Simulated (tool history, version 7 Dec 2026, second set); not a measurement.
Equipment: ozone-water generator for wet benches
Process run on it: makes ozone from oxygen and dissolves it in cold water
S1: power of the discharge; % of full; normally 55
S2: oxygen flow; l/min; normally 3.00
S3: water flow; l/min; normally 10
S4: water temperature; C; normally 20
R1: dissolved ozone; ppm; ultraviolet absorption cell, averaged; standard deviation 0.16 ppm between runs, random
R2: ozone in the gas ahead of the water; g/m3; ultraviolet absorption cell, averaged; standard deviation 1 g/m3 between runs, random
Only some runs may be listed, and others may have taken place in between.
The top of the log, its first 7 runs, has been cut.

run 8 day=10.192 | S1=55 S2=3.00 S3=10 S4=20 | R1=19.2 R2=181.7
run 9 day=11.008 | S1=55 S2=3.00 S3=10 S4=20 | R1=19.3 R2=180.1
run 10 day=12.554 | S1=55 S2=3.00 S3=10 S4=20 | R1=19.4 R2=181.0
run 11 day=13.883 | S1=55 S2=3.00 S3=10 S4=20 | R1=19.4 R2=179.7
run 12 day=14.712 | S1=55 S2=3.00 S3=10 S4=20 | R1=19.4 R2=179.9
run 13 day=16.283 | S1=55 S2=3.00 S3=10 S4=20 | R1=19.2 R2=180.5
run 14 day=17.629 | S1=55 S2=3.00 S3=10 S4=20 | R1=19.2 R2=179.3
run 15 day=18.533 | S1=55 S2=3.00 S3=10 S4=20 | R1=19.3 R2=181.2
run 16 day=19.767 | S1=55 S2=3.00 S3=10 S4=20 | R1=19.4 R2=178.6
run 17 day=20.650 | S1=55 S2=3.00 S3=10 S4=18 | R1=19.8 R2=178.6
run 18 day=21.475 | S1=55 S2=3.00 S3=9 S4=23 | R1=19.8 R2=181.6
run 19 day=23.242 | S1=55 S2=3.00 S3=9 S4=23 | R1=19.7 R2=178.1

Run 20, settings as shown, results not yet in. Your forecast:
run 20 day=24.288 | S1=45 S2=3.29 S3=9 S4=16 | R1=? R2=?

{"run 20": {"R1": 19.0, "R2": 147.7}}
Minus the tool's unlogged condition, the same run would have read R1 19.7 ppm, R2 149.5 g/m3.
